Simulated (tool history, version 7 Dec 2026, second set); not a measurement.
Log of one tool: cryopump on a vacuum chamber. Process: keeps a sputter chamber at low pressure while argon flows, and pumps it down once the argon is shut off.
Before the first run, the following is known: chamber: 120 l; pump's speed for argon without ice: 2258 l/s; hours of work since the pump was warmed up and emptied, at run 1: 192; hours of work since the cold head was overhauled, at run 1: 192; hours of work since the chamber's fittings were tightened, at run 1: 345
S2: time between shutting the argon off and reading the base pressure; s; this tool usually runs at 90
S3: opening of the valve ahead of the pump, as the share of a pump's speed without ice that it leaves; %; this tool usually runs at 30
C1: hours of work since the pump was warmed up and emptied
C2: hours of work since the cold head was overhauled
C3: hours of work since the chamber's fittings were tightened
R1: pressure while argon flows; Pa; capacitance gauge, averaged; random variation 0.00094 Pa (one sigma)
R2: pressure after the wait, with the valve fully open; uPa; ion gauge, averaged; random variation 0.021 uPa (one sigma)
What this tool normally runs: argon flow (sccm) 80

run 1 hour=0 | argon_flow_(sccm)=80 S2=90 S3=30 | C1=192 C2=192 C3=345 | R1=0.2033 R2=0.51
run 2 hour=84.4 | argon_flow_(sccm)=80 S2=90 S3=30 | C1=238 C2=238 C3=392 | R1=0.2034 R2=0.52
run 3 hour=145.9 | argon_flow_(sccm)=80 S2=90 S3=30 | C1=272 C2=272 C3=426 | R1=0.206 R2=0.56
run 4 hour=233.9 | argon_flow_(sccm)=80 S2=90 S3=30 | C1=321 C2=321 C3=474 | R1=0.2052 R2=0.57
run 5 hour=314.7 | argon_flow_(sccm)=80 S2=90 S3=30 | C1=365 C2=365 C3=519 | R1=0.2075 R2=0.64
run 6 hour=403.3 | argon_flow_(sccm)=80 S2=90 S3=30 | C1=414 C2=414 C3=568 | R1=0.2094 R2=0.65
run 7 hour=475.9 | argon_flow_(sccm)=80 S2=21 S3=30 | C1=454 C2=454 C3=608 | R1=0.2099 R2=1.39
run 8 hour=544.4 | argon_flow_(sccm)=80 S2=24 S3=30 | C1=492 C2=492 C3=646 | R1=0.2106 R2=1.27
run 9 hour=620.1 | argon_flow_(sccm)=80 S2=90 S3=41 | C1=534 C2=534 C3=688 | R1=0.1577 R2=0.74
run 10 hour=658.7 | argon_flow_(sccm)=80 S2=90 S3=41 | C1=555 C2=555 C3=709 | R1=0.1588 R2=0.76
run 11 hour=702.2 | argon_flow_(sccm)=80 S2=90 S3=41 | C1=579 C2=579 C3=733 | R1=0.1595 R2=0.75
run 12 hour=785.2 | argon_flow_(sccm)=80 S2=90 S3=30 | C1=625 C2=625 C3=779 | R1=0.2133 R2=0.78
run 13 hour=866.7 | argon_flow_(sccm)=80 S2=90 S3=30 | C1=670 C2=670 C3=824 | R1=0.2137 R2=0.85
run 14 hour=923.3 | argon_flow_(sccm)=80 S2=90 S3=30 | C1=701 C2=701 C3=855 | R1=0.2151 R2=0.84
run 15 hour=991.3 | argon_flow_(sccm)=80 S2=82 S3=30 | C1=739 C2=739 C3=892 | R1=0.2177 R2=0.86
run 16 hour=1051.7 | argon_flow_(sccm)=80 S2=82 S3=30 | C1=772 C2=772 C3=926 | R1=0.2184 R2=0.9
run 17 hour=1123.5 | argon_flow_(sccm)=80 S2=82 S3=30 | C1=812 C2=812 C3=965 | R1=0.2218 R2=0.94
-- hour=1145.8 pump warmed up, emptied and cooled again
run 18 hour=1181.6 | argon_flow_(sccm)=80 S2=82 S3=30 | C1=20 C2=841 C3=995 | R1=0.1997 R2=0.77
run 19 hour=1218.8 | argon_flow_(sccm)=80 S2=82 S3=30 | C1=40 C2=861 C3=1015 | R1=0.2003 R2=0.79
run 20 hour=1271.5 | argon_flow_(sccm)=80 S2=82 S3=30 | C1=69 C2=890 C3=1044 | R1=0.2022 R2=0.79
run 21 hour=1332.8 | argon_flow_(sccm)=59 S2=50 S3=30 | C1=103 C2=924 C3=1078 | R1=0.149 R2=0.99
run 22 hour=1410.7 | argon_flow_(sccm)=46 S2=157 S3=20 | C1=146 C2=967 C3=1121 | R1=0.1737 R2=0.77
run 23 hour=1496 | argon_flow_(sccm)=46 S2=157 S3=20 | C1=193 C2=1014 C3=1168 | R1=0.1733 R2=0.76
run 24 hour=1574.9 | argon_flow_(sccm)=45 S2=22 S3=20 | C1=237 C2=1058 C3=1212 | R1=0.173 R2=1.56
run 25 hour=1660.5 | argon_flow_(sccm)=35 S2=22 S3=20 | C1=284 C2=1105 C3=1259 | R1=0.1344 R2=1.57
run 26 hour=1740 | argon_flow_(sccm)=67 S2=22 S3=58 | C1=328 C2=1149 C3=1303 | R1=0.0927 R2=1.64
run 27 hour=1802.5 | argon_flow_(sccm)=46 S2=90 S3=16 | C1=362 C2=1183 C3=1337 | R1=0.2182 R2=1
run 28 hour=1863.8 | argon_flow_(sccm)=46 S2=90 S3=16 | C1=396 C2=1217 C3=1371 | R1=0.2214 R2=1.01
run 29 hour=1945.6 | argon_flow_(sccm)=80 S2=90 S3=30 | C1=441 C2=1262 C3=1416 | R1=0.2093 R2=1.04
run 30 hour=1981.4 | argon_flow_(sccm)=80 S2=90 S3=30 | C1=461 C2=1282 C3=1436 | R1=0.2107 R2=1.06
run 31 hour=2040.3 | argon_flow_(sccm)=80 S2=90 S3=16 | C1=494 C2=1315 C3=1468 | R1=0.3839 R2=1.06
run 32 hour=2083.7 | argon_flow_(sccm)=54 S2=90 S3=43 | C1=517 C2=1339 C3=1492 | R1=0.1016 R2=1.16
run 33 hour=2145.6 | argon_flow_(sccm)=83 S2=90 S3=36 | C1=552 C2=1373 C3=1526 | R1=0.185 R2=1.12
run 34 hour=2228.4 | argon_flow_(sccm)=83 S2=90 S3=36 | C1=597 C2=1418 C3=1572 | R1=0.1868 R2=1.21
run 35 hour=2302.2 | argon_flow_(sccm)=52 S2=90 S3=26 | C1=638 C2=1459 C3=1613 | R1=0.1611 R2=1.24

3 ways to go on from here, each from the tool as it stands after run 35. What would each give?
run A hour=2348.1 | argon_flow_(sccm)=52 S2=90 S3=25 | C1=663 C2=1484 C3=1638 | R1=? R2=?
run B hour=2348.1 | argon_flow_(sccm)=49 S2=133 S3=30 | C1=663 C2=1484 C3=1638 | R1=? R2=?
run C hour=2348.1 | argon_flow_(sccm)=123 S2=46 S3=26 | C1=663 C2=1484 C3=1638 | R1=? R2=?

run=A R1=0.1658 R2=1.26
run=B R1=0.1326 R2=1.14
run=C R1=0.3744 R2=1.45
Had the tool no hidden state, the same runs would have come out as:
run=A R1=0.156 R2=0.37
run=B R1=0.1232 R2=0.26
run=C R1=0.3513 R2=0.55

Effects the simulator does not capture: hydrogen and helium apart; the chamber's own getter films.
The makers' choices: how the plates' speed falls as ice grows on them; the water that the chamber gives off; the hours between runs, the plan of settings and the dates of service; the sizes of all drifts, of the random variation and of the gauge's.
